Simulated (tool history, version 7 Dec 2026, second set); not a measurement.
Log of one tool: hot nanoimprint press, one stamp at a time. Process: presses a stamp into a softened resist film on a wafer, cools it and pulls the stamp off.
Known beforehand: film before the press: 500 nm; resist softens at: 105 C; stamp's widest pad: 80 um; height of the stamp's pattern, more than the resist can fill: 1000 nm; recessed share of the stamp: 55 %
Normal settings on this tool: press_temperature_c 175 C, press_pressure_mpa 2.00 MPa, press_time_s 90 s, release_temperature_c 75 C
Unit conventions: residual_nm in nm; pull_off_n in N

Run 1, hour 0.0: usual settings. Result: residual_nm 241.9 nm, pull_off_n 193 N.
Run 2, hour 24.6: usual settings but press_time_s 173 s. Result: residual_nm 192.2 nm, pull_off_n 195 N.
Run 3, hour 48.0: usual settings. Result: residual_nm 243.1 nm, pull_off_n 197 N.
Run 4, hour 103.7: usual settings but press_pressure_mpa 2.26 MPa. Result: residual_nm 228.1 nm, pull_off_n 217 N.
Run 5, hour 156.5: usual settings but press_pressure_mpa 2.26 MPa. Result: residual_nm 227.3 nm, pull_off_n 222 N.
Run 6, hour 208.1: usual settings but press_time_s 70 s. Result: residual_nm 262.3 nm, pull_off_n 220 N.
Run 7, hour 262.0: usual settings. Result: residual_nm 240.7 nm, pull_off_n 232 N.
Run 8, hour 291.5: usual settings but release_temperature_c 76 C. Result: residual_nm 239.8 nm, pull_off_n 235 N.
Run 9, hour 339.4: usual settings. Result: residual_nm 239.1 nm, pull_off_n 238 N.
Run 10, hour 375.2: usual settings but press_time_s 71 s. Result: residual_nm 258.4 nm, pull_off_n 254 N.
Run 11, hour 424.1: usual settings but press_time_s 45 s. Result: residual_nm 298.0 nm, pull_off_n 256 N.
Run 12, hour 465.4: usual settings. Result: residual_nm 239.3 nm, pull_off_n 252 N.
At hour 502.5: plate thermocouple calibrated.
Run 13, hour 508.9: usual settings. Result: residual_nm 231.3 nm, pull_off_n 272 N.
Run 14, hour 555.7: usual settings. Result: residual_nm 230.1 nm, pull_off_n 277 N.
At hour 595.9: plate thermocouple calibrated, once more.
Run 15, hour 601.2: usual settings. Result: residual_nm 246.8 nm, pull_off_n 297 N.
Run 16, hour 643.5: usual settings but press_temperature_c 181 C, press_pressure_mpa 3.16 MPa, press_time_s 152 s, release_temperature_c 67 C. Result: residual_nm 135.3 nm, pull_off_n 323 N.
Run 17, hour 679.6: usual settings but press_temperature_c 183 C, release_temperature_c 79 C. Result: residual_nm 198.2 nm, pull_off_n 288 N.
Run 18, hour 726.9: usual settings but press_temperature_c 181 C, release_temperature_c 60 C. Result: residual_nm 208.3 nm, pull_off_n 365 N.
Run 19, hour 769.1: usual settings but press_temperature_c 169 C, press_pressure_mpa 1.50 MPa, press_time_s 86 s. Result: residual_nm 327.9 nm, pull_off_n 330 N.
At hour 812.6: stamp cleaned and given a new release coat.
Run 20, hour 821.1: usual settings but press_temperature_c 180 C, press_pressure_mpa 1.39 MPa, press_time_s 158 s, release_temperature_c 78 C. Result: residual_nm 209.5 nm, pull_off_n 163 N.
Run 21, hour 864.6: usual settings but press_temperature_c 180 C, press_pressure_mpa 1.39 MPa, press_time_s 158 s, release_temperature_c 78 C. Result: residual_nm 208.9 nm, pull_off_n 167 N.
Run 22, hour 916.4: usual settings but press_temperature_c 176 C, release_temperature_c 71 C. Result: residual_nm 237.2 nm, pull_off_n 196 N.
Run 23, hour 971.1: usual settings but press_temperature_c 176 C, release_temperature_c 72 C. Result: residual_nm 235.8 nm, pull_off_n 196 N.
Run 24, hour 1021.1: usual settings but press_temperature_c 176 C, release_temperature_c 72 C. Result: residual_nm 236.3 nm, pull_off_n 207 N.
Run 25, hour 1062.4: usual settings but press_temperature_c 165 C, press_pressure_mpa 2.84 MPa, press_time_s 50 s, release_temperature_c 72 C. Result: residual_nm 328.1 nm, pull_off_n 214 N.
Run 26, hour 1119.0: usual settings but press_temperature_c 166 C, press_pressure_mpa 2.26 MPa, press_time_s 50 s, release_temperature_c 61 C. Result: residual_nm 346.5 nm, pull_off_n 244 N.
Run 27, hour 1154.1: usual settings but press_temperature_c 166 C, press_pressure_mpa 2.26 MPa, press_time_s 50 s, release_temperature_c 61 C. Result: residual_nm 348.6 nm, pull_off_n 250 N.
Run 28, hour 1177.2: usual settings but press_temperature_c 176 C, press_pressure_mpa 1.51 MPa, press_time_s 51 s. Result: residual_nm 316.5 nm, pull_off_n 220 N.
Run 29, hour 1200.9: usual settings but press_temperature_c 164 C, press_pressure_mpa 2.78 MPa, press_time_s 110 s, release_temperature_c 76 C. Result: residual_nm 269.6 nm, pull_off_n 215 N.

3 ways to go on from here, each from the tool as it stands after run 29. What would each give?
Run A, hour 1227.2: usual settings but press_temperature_c 187 C, press_pressure_mpa 2.78 MPa, press_time_s 56 s, release_temperature_c 76 C. Result: residual_nm ?, pull_off_n ?.
Run B, hour 1227.2: usual settings but press_temperature_c 185 C, press_pressure_mpa 1.45 MPa, press_time_s 110 s, release_temperature_c 76 C. Result: residual_nm ?, pull_off_n ?.
Run C, hour 1227.2: usual settings but press_temperature_c 164 C, press_pressure_mpa 1.66 MPa, press_time_s 110 s, release_temperature_c 78 C. Result: residual_nm ?, pull_off_n ?.

run  residual_nm  pull_off_n
  A        176.7         231
  B        202.3         220
  C        331.4         215
Without the tool's unlogged condition, the same runs would have read:
run  residual_nm  pull_off_n
  A        177.5         171
  B        206.3         162
  C        338.9         159

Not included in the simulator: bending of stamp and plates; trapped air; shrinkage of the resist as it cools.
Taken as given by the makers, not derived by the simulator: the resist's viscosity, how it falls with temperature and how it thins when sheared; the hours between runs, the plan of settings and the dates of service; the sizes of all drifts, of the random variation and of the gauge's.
